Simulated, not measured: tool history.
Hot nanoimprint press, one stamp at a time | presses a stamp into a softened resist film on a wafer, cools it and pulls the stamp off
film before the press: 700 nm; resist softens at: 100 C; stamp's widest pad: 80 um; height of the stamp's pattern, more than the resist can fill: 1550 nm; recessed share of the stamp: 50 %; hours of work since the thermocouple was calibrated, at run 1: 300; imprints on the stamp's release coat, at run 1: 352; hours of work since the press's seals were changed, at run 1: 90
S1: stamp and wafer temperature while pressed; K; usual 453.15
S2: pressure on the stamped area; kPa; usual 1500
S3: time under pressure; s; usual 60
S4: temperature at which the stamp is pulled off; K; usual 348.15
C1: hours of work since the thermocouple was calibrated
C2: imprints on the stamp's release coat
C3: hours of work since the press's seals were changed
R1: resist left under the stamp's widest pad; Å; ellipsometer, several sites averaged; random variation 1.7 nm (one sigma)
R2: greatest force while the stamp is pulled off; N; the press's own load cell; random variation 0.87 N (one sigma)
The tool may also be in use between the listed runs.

run   hour      S1    S2   S3      S4   C1   C2   C3    R1     R2
  1      0  453.15  1500   60  348.15  300  352   90  4027  177.1
  2    7.2  453.15  1500   60  348.15  303  369   94  4038  177.9
  3   15.3  453.15  1500   60  348.15  307  389   98  4068  176.4
  4   26.7  453.15  1500   60  348.15  313  417  104  4092    179
  5   34.2  446.15  1500   60  348.15  317  436  108  4921  180.5
  6   45.6  453.15  1500   60  348.15  323  464  113  4088  181.1
  7     52  453.15  1500   60  348.15  326  479  117  4063  181.5
  8   57.4  453.15  1500   60  348.15  329  492  119  4070  180.8
        69  -- stamp cleaned and given a new release coat
  9     72  453.15  1500   60  348.15  333    8  124  4081    170
 10   78.7  445.15  1830   58  338.15  336   24  127  4704  182.9
 11   88.4  461.15  2160   58  346.15  341   48  132  2697    173
 12     99  442.15  1500   67  348.15  347   74  137  5241  170.1
 13  106.1  453.15  1450  104  338.15  350   91  141  3491  184.8
 14  116.6  453.15  1450  104  338.15  356  117  146  3507  186.5
 15  122.2  458.15  1970   55  348.15  358  131  149  3191  171.8
 16    127  458.15  1970   53  348.15  361  143  152  3225  171.5
 17  132.6  447.15  1560   60  348.15  364  157  154  4763  172.7
 18  143.6  445.15  1500   30  338.15  369  184  160  5713  186.6

5 ways to go on from here, each from the tool as it stands after run 18. What would each give?
  A  153.9  445.15  1200  53  338.15  374  209  165   ?   ?
  B  153.9  454.15  1400  69  348.15  374  209  165   ?   ?
  C  153.9  453.15   960  58  348.15  374  209  165   ?   ?
  D  153.9  453.15  1500  45  348.15  374  209  165   ?   ?
  E  153.9  453.15  1500  31  354.15  374  209  165   ?   ?

run    R1     R2
  A  5554  188.8
  B  3972  174.1
  C  4947  174.6
  D  4446  174.4
  E  4898  164.3
Without the tool's hidden state the same runs would have given:
run    R1     R2
  A  5405  181.5
  B  3815  167.3
  C  4799  167.8
  D  4283  167.6
  E  4740  157.8
